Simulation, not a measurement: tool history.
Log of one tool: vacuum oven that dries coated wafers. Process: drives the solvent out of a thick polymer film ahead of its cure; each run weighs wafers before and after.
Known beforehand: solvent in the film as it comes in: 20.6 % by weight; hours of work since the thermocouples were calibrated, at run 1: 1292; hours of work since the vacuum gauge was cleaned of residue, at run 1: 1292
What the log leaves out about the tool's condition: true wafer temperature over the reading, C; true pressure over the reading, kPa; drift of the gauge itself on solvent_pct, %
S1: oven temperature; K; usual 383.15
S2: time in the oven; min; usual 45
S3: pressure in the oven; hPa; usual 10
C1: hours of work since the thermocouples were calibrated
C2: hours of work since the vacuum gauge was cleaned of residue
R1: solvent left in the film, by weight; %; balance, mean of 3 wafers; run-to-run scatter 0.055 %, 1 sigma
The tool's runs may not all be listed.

Run 1, day 0: usual settings; C1 1292; C2 1292. Result: R1 2.55 %.
Run 2, day 3.042: usual settings but S3 21.5 hPa; C1 1333; C2 1333. Result: R1 3.75 %.
Run 3, day 5.783: usual settings but S3 21.5 hPa; C1 1369; C2 1369. Result: R1 3.74 %.
Run 4, day 8.804: usual settings but S3 21.5 hPa; C1 1409; C2 1409. Result: R1 3.81 %.
Run 5, day 10.821: usual settings but S3 21.5 hPa; C1 1436; C2 1436. Result: R1 3.73 %.
Run 6, day 12.396: usual settings but S3 21.5 hPa; C1 1457; C2 1457. Result: R1 3.77 %.
Run 7, day 13.933: usual settings but S2 69 min, S3 21.5 hPa; C1 1478; C2 1478. Result: R1 3.25 %.
Run 8, day 15.829: usual settings but S2 50 min; C1 1503; C2 1503. Result: R1 2.37 %.
Run 9, day 18.554: usual settings but S1 372.15 K, S2 50 min; C1 1539; C2 1539. Result: R1 4.43 %.
Run 10, day 20.842: usual settings but S1 372.15 K, S2 50 min; C1 1569; C2 1569. Result: R1 4.43 %.
At day 22.688: vacuum gauge cleaned of residue and calibrated.
Run 11, day 23.954: usual settings but S2 26 min; C1 1610; C2 17. Result: R1 4.08 %.
At day 24.888: oven's thermocouples calibrated.
Run 12, day 25.488: usual settings; C1 8; C2 36. Result: R1 1.82 %.
Run 13, day 27.112: usual settings but S2 27 min; C1 30; C2 58. Result: R1 3.73 %.
Run 14, day 28.358: usual settings but S2 27 min; C1 46; C2 74. Result: R1 3.7 %.
Run 15, day 29.979: usual settings but S2 27 min; C1 68; C2 96. Result: R1 3.7 %.
Run 16, day 31.912: usual settings; C1 93; C2 122. Result: R1 1.82 %.
Run 17, day 34.925: usual settings; C1 133; C2 162. Result: R1 1.9 %.
Run 18, day 36.45: usual settings but S3 8.3 hPa; C1 154; C2 182. Result: R1 1.64 %.
Run 19, day 38.008: usual settings but S3 11.6 hPa; C1 174; C2 203. Result: R1 2.03 %.
At day 39.121: oven's thermocouples calibrated, once more.
Run 20, day 40.621: usual settings but S3 11.6 hPa; C1 20; C2 236. Result: R1 2.52 %.
Run 21, day 43.367: usual settings but S3 11.6 hPa; C1 56; C2 273. Result: R1 2.58 %.
Run 22, day 45.929: usual settings but S2 23 min; C1 91; C2 307. Result: R1 5.29 %.
Run 23, day 47.4: usual settings but S2 23 min; C1 110; C2 326. Result: R1 5.26 %.
Run 24, day 50.096: usual settings but S1 378.15 K, S2 48 min, S3 14.5 hPa; C1 146; C2 362. Result: R1 3.58 %.
Run 25, day 51.808: usual settings but S1 378.15 K, S2 48 min, S3 12.7 hPa; C1 169; C2 385. Result: R1 3.35 %.
Run 26, day 53.438: usual settings but S1 395.15 K, S3 7.1 hPa; C1 190; C2 407. Result: R1 0.89 %.
Run 27, day 56.192: usual settings but S1 395.15 K, S3 7.1 hPa; C1 227; C2 443. Result: R1 0.98 %.
Run 28, day 58.629: usual settings but S1 395.15 K, S2 71 min, S3 7.1 hPa; C1 259; C2 476. Result: R1 0.72 %.
Run 29, day 61.121: usual settings but S1 395.15 K, S2 71 min, S3 7.1 hPa; C1 293; C2 509. Result: R1 0.75 %.
Run 30, day 62.85: usual settings but S1 398.15 K, S3 26.3 hPa; C1 316; C2 532. Result: R1 2.05 %.
Run 31, day 64.608: usual settings but S1 398.15 K, S3 26.3 hPa; C1 339; C2 555. Result: R1 2.06 %.
Run 32, day 66.092: usual settings but S1 398.15 K, S3 27.9 hPa; C1 359; C2 575. Result: R1 2.26 %.
Run 33, day 68.946: usual settings but S1 371.15 K, S2 23 min, S3 10.5 hPa; C1 397; C2 613. Result: R1 8.41 %.
Run 34, day 71.883: usual settings but S1 371.15 K, S2 23 min, S3 10.5 hPa; C1 436; C2 652. Result: R1 8.51 %.
Run 35, day 74.075: usual settings but S1 371.15 K, S2 23 min, S3 10.5 hPa; C1 465; C2 681. Result: R1 8.68 %.
Run 36, day 76.383: usual settings but S1 372.15 K, S2 50 min, S3 24.2 hPa; C1 496; C2 712. Result: R1 6.48 %.
Run 37, day 78.867: usual settings but S1 372.15 K, S2 71 min, S3 16 hPa; C1 529; C2 745. Result: R1 4.13 %.
Run 38, day 81.496: usual settings but S1 372.15 K, S2 71 min, S3 16 hPa; C1 564; C2 780. Result: R1 4.05 %.
Run 39, day 83.258: usual settings but S1 389.15 K, S2 68 min, S3 39 hPa; C1 587; C2 803. Result: R1 3.91 %.
Run 40, day 85.975: usual settings but S1 389.15 K, S2 68 min, S3 39 hPa; C1 623; C2 839. Result: R1 4.06 %.
Run 41, day 87.421: usual settings but S1 389.15 K, S2 68 min, S3 39 hPa; C1 642; C2 859. Result: R1 4.07 %.
Run 42, day 89.75: usual settings but S1 398.15 K, S2 66 min, S3 39 hPa; C1 673; C2 890. Result: R1 2.99 %.
Run 43, day 92.038: usual settings but S1 398.15 K, S2 66 min, S3 39 hPa; C1 704; C2 920. Result: R1 2.94 %.
Run 44, day 93.783: usual settings but S1 378.15 K, S2 44 min, S3 28.5 hPa; C1 727; C2 943. Result: R1 5.72 %.
Run 45, day 95.858: usual settings but S1 392.15 K, S2 33 min, S3 12.5 hPa; C1 755; C2 971. Result: R1 2.21 %.
Run 46, day 98.808: usual settings but S1 392.15 K, S2 33 min, S3 12.5 hPa; C1 794; C2 1010. Result: R1 2.33 %.

What differs in the tool's unlogged condition from the final listed run ahead of each entry between runs to the first listed run following it?
Between runs 10 and 11: vacuum gauge cleaned of residue and calibrated (day 22.688)
  true wafer temperature over the reading, C: 2 -> 2.05; true pressure over the reading, kPa: 0.756 -> 0.029
  the result without the hidden state subtracted from the measured one, R1: +0.6 -> -0.43 %
Between runs 11 and 12: oven's thermocouples calibrated (day 24.888)
  true wafer temperature over the reading, C: 2.05 -> 2.76; true pressure over the reading, kPa: 0.029 -> 0.04
  the result without the hidden state subtracted from the measured one, R1: -0.43 -> -0.33 %
Between runs 19 and 20: oven's thermocouples calibrated, once more (day 39.121)
  true wafer temperature over the reading, C: 2.95 -> -0.21; true pressure over the reading, kPa: 0.122 -> 0.137
  the result without the hidden state subtracted from the measured one, R1: -0.29 -> +0.18 %
